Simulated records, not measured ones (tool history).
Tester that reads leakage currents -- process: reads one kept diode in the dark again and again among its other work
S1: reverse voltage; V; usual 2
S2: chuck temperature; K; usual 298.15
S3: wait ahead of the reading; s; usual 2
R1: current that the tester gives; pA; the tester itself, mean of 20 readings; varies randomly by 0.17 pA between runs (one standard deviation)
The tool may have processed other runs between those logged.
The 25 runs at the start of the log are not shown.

| run | hour | S1 | S2 | S3 | R1 |
|---|---|---|---|---|---|
| 26 | 1912.2 | 1.12 | 308.15 | 0.55 | 103.6 |
| 27 | 2005.8 | 2.86 | 308.15 | 1 | 138.15 |
| 28 | 2059 | 3.84 | 298.15 | 2 | 64.92 |
| 29 | 2119.6 | 2 | 302.15 | 2 | 75.11 |
| 30 | 2165.7 | 2 | 302.15 | 2 | 74.83 |
| 31 | 2244.7 | 2 | 302.15 | 2 | 74.78 |
| 32 | 2290.8 | 2 | 302.15 | 0.58 | 74.93 |
| 33 | 2368.4 | 7.04 | 302.15 | 8.28 | 110.28 |
| 34 | 2446.6 | 1.36 | 300.15 | 2 | 55.86 |
| 35 | 2506.4 | 2.64 | 332.15 | 1.32 | 845.45 |
| 36 | 2606.2 | 2.64 | 332.15 | 1.8 | 841.66 |
| 37 | 2712.6 | 2 | 298.15 | 0.97 | 53.01 |
| 38 | 2791.5 | 2 | 302.15 | 1.85 | 74.86 |
| 39 | 2875 | 2 | 298.15 | 0.32 | 53.26 |

Below are 3 alternative next runs, each starting from the tool's condition after run 39. Predict each:
| A | 2973.7 | 4.34 | 298.15 | 0.32 | ? |
| B | 2973.7 | 7.23 | 298.15 | 0.32 | ? |
| C | 2973.7 | 6.53 | 298.15 | 0.32 | ? |

| run | R1 |
|---|---|
| A | 67.95 |
| B | 80.22 |
| C | 77.54 |
What these runs would have given with no unlogged condition in the tool:
| run | R1 |
|---|---|
| A | 67.91 |
| B | 80.17 |
| C | 77.5 |

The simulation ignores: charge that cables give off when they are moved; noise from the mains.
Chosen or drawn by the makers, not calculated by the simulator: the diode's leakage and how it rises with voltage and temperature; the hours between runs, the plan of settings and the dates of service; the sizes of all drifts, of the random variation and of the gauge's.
